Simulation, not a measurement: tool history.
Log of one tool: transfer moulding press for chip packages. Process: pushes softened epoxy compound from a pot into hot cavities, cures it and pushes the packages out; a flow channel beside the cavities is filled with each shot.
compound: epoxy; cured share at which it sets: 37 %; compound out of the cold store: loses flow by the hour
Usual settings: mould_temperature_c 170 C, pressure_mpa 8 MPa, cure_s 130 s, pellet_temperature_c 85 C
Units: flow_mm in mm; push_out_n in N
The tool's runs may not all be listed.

run    day  mould_temperature_c  pressure_mpa  cure_s  pellet_temperature_c  incoming compound's hours out of the cold store  flow_mm  push_out_n
  1      0                  170             8     130                    85                                             39.4      555         409
  2  0.358                  172             8     130                    85                                             45.4      550         410
  3  0.667                  170           9.5     130                    85                                             42.2      599         435
  4  0.842                  170             8     130                    90                                             39.9      556         439
  5  1.242                  170             8     130                    90                                              8.7      658         476
  6  1.438                  170             8     130                    90                                             23.7      606         480
  7  1.679                  170             8     147                    85                                             19.2      613         453
     2.025  -- cavities cleaned with cleaning compound and waxed
  8  2.058                  170          8.68     147                    85                                               14      677         249
  9  2.433                  170          8.68     147                    85                                             16.2      660         291
 10  2.754                  170          8.68     147                    85                                             24.4      625         324
 11  3.012                  170          8.68     147                    95                                             36.6      589         340
 12  3.279                  170          8.68     147                    95                                             37.8      591         388
 13  3.638                  170             8     130                    85                                             33.3      569         412
 14  3.808                  170             8     130                    85                                             41.2      553         420
 15  4.054                  170             8     130                    85                                             21.1      609         439
 16  4.408                  167          9.73     130                    81                                             23.5      672         511
 17  4.717                  167          9.73     130                    81                                             26.4      651         516
 18  5.017                  167          9.73     130                    81                                             13.5      700         532
 19  5.317                  167          9.73     130                    81                                             18.9      677         545
     5.467  -- cavities cleaned with cleaning compound and waxed
 20  5.642                  167          9.73     130                    81                                             25.1      649         304
 21  6.038                  175           8.8     160                    85                                             41.2      567         311
 22  6.283                  175          7.78     160                    81                                             25.6      584         328
 23  6.558                  175          6.05     160                    80                                             28.9      497         343
 24  6.817                  162          6.06     160                    88                                              9.6      560         410
 25  7.004                  167          6.48     160                    76                                             32.1      512         381
 26  7.225                  170             8     149                    85                                             26.6      583         405
 27  7.533                  170          9.21     149                    85                                             39.3      571         438
     7.779  -- plunger's sealing rings changed
 28  8.017                  170          7.43     152                    90                                               47      554         441

3 ways to go on from here, each from the tool as it stands after run 28. What would each give?
  A  8.188                  173             8     130                    85                                                8        ?           ?
  B  8.188                  167          7.65     130                    85                                             22.7        ?           ?
  C  8.188                  168          6.58     152                    94                                             18.7        ?           ?

run  flow_mm  push_out_n
  A      696         450
  B      639         518
  C      605         442
Without the tool's hidden state the same runs would have given:
run  flow_mm  push_out_n
  A      697         242
  B      640         279
  C      606         234

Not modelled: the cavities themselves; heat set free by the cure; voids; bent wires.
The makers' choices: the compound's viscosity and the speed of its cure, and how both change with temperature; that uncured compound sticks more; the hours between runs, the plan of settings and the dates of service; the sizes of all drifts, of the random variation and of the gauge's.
